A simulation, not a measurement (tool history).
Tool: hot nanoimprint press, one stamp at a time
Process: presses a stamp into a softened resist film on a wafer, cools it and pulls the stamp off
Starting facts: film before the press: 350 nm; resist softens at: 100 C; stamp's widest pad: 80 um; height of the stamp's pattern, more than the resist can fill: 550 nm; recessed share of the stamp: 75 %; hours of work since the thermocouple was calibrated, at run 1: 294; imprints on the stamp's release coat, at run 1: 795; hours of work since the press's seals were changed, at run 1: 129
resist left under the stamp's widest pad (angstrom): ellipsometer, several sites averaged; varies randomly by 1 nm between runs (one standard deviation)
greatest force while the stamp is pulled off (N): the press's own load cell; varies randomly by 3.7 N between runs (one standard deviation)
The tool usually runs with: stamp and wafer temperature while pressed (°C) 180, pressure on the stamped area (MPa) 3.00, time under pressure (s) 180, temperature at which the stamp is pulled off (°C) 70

| run | hour | stamp and wafer temperature while pressed (°C) | pressure on the stamped area (MPa) | time under pressure (s) | temperature at which the stamp is pulled off (°C) | hours of work since the thermocouple was calibrated | imprints on the stamp's release coat | hours of work since the press's seals were changed | resist left under the stamp's widest pad (angstrom) | greatest force while the stamp is pulled off (N) |
|---|---|---|---|---|---|---|---|---|---|---|
| 1 | 0.0 | 180 | 3.00 | 180 | 70 | 294 | 795 | 129 | 1518 | 214 |
| 2 | 13.9 | 180 | 3.00 | 180 | 70 | 303 | 844 | 138 | 1549 | 215 |
| 3 | 31.2 | 180 | 3.00 | 180 | 70 | 314 | 907 | 149 | 1520 | 219 |
| 4 | 39.1 | 180 | 3.00 | 180 | 70 | 319 | 935 | 154 | 1513 | 223 |
| 5 | 52.0 | 180 | 3.00 | 180 | 70 | 328 | 982 | 163 | 1520 | 224 |
| 6 | 70.3 | 176 | 3.00 | 180 | 70 | 340 | 1047 | 175 | 1817 | 217 |
| 7 | 83.8 | 176 | 3.00 | 180 | 70 | 349 | 1096 | 183 | 1819 | 219 |
| 8 | 100.6 | 176 | 3.00 | 180 | 70 | 359 | 1156 | 194 | 1814 | 223 |
| 9 | 112.5 | 176 | 3.00 | 180 | 70 | 367 | 1199 | 202 | 1807 | 229 |
| 10 | 125.7 | 181 | 2.25 | 180 | 70 | 376 | 1246 | 211 | 1687 | 220 |
| 11 | 133.4 | 181 | 2.25 | 180 | 70 | 381 | 1274 | 216 | 1681 | 232 |
| 12 | 148.9 | 177 | 2.15 | 159 | 62 | 391 | 1330 | 226 | 2111 | 271 |
|  | 159.8 | plate thermocouple calibrated |
| 13 | 160.1 | 177 | 2.15 | 159 | 62 | 0 | 1359 | 231 | 2003 | 263 |
| 14 | 176.7 | 183 | 3.40 | 205 | 60 | 11 | 1419 | 242 | 1172 | 284 |
| 15 | 191.9 | 183 | 3.40 | 205 | 60 | 21 | 1474 | 252 | 1163 | 286 |
| 16 | 204.6 | 180 | 3.00 | 341 | 63 | 29 | 1519 | 260 | 1163 | 277 |
| 17 | 218.1 | 180 | 3.00 | 341 | 63 | 38 | 1568 | 269 | 1158 | 271 |
| 18 | 226.8 | 180 | 2.05 | 341 | 63 | 44 | 1599 | 274 | 1423 | 289 |

Here are 5 independent what-if runs from the current tool condition. What would each one return?
| A | 240.1 | 180 | 1.99 | 180 | 70 | 52 | 1647 | 283 | ? | ? |
| B | 240.1 | 180 | 3.00 | 180 | 77 | 52 | 1647 | 283 | ? | ? |
| C | 240.1 | 186 | 3.00 | 180 | 57 | 52 | 1647 | 283 | ? | ? |
| D | 240.1 | 185 | 3.74 | 341 | 70 | 52 | 1647 | 283 | ? | ? |
| E | 240.1 | 185 | 2.76 | 180 | 59 | 52 | 1647 | 283 | ? | ? |

| run | resist left under the stamp's widest pad (angstrom) | greatest force while the stamp is pulled off (N) |
|---|---|---|
| A | 1800 | 239 |
| B | 1481 | 197 |
| C | 1143 | 309 |
| D | 832 | 242 |
| E | 1258 | 297 |
The same runs, with their run-to-run variation unchanged, on a tool lacking any hidden condition would have given:
| run | resist left under the stamp's widest pad (angstrom) | greatest force while the stamp is pulled off (N) |
|---|---|---|
| A | 1777 | 177 |
| B | 1456 | 145 |
| C | 1122 | 229 |
| D | 815 | 179 |
| E | 1237 | 220 |

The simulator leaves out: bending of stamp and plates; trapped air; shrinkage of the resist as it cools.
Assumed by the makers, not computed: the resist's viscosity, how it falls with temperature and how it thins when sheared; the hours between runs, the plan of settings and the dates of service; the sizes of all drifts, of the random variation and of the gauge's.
